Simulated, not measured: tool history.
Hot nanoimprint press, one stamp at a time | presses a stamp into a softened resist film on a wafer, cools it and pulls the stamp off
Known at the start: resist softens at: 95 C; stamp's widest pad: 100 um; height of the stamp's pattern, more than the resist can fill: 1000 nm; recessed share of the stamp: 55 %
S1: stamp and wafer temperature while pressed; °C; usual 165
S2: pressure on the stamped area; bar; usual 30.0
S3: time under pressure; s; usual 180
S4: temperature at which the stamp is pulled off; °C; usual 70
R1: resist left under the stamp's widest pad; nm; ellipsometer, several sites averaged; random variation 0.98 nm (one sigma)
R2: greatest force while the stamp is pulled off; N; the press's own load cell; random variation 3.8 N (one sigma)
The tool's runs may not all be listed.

| run | hour | S1 | S2 | S3 | S4 | R1 | R2 |
|---|---|---|---|---|---|---|---|
| 1 | 0.0 | 165 | 30.0 | 180 | 70 | 184.5 | 270 |
| 2 | 22.9 | 165 | 30.0 | 180 | 70 | 185.0 | 279 |
| 3 | 42.0 | 165 | 30.0 | 180 | 70 | 186.6 | 274 |
| 4 | 64.9 | 165 | 30.0 | 170 | 70 | 188.2 | 273 |
| 5 | 83.9 | 173 | 30.0 | 180 | 70 | 138.9 | 282 |
| 6 | 111.5 | 165 | 30.0 | 180 | 70 | 189.0 | 287 |
| 7 | 124.0 | 175 | 30.0 | 180 | 70 | 129.8 | 284 |
|  | 129.2 | plate thermocouple calibrated |
| 8 | 144.0 | 175 | 30.0 | 180 | 70 | 130.7 | 285 |
|  | 161.9 | press's hydraulic seals changed and the load cell set to zero |
|  | 179.2 | stamp cleaned and given a new release coat |
| 9 | 179.9 | 175 | 30.0 | 180 | 70 | 126.3 | 183 |
| 10 | 193.7 | 160 | 26.6 | 205 | 70 | 221.0 | 196 |
| 11 | 205.5 | 160 | 26.6 | 205 | 70 | 226.6 | 185 |
| 12 | 233.2 | 160 | 45.8 | 205 | 62 | 177.6 | 223 |

Run 13 comes next. What will it give?
| 13 | 258.0 | 165 | 30.0 | 180 | 66 | ? | ? |

{"run 13": {"R1": 185.8, "R2": 218}}
Without the tool's hidden state the same run would have given R1 180.0 nm, R2 204 N.
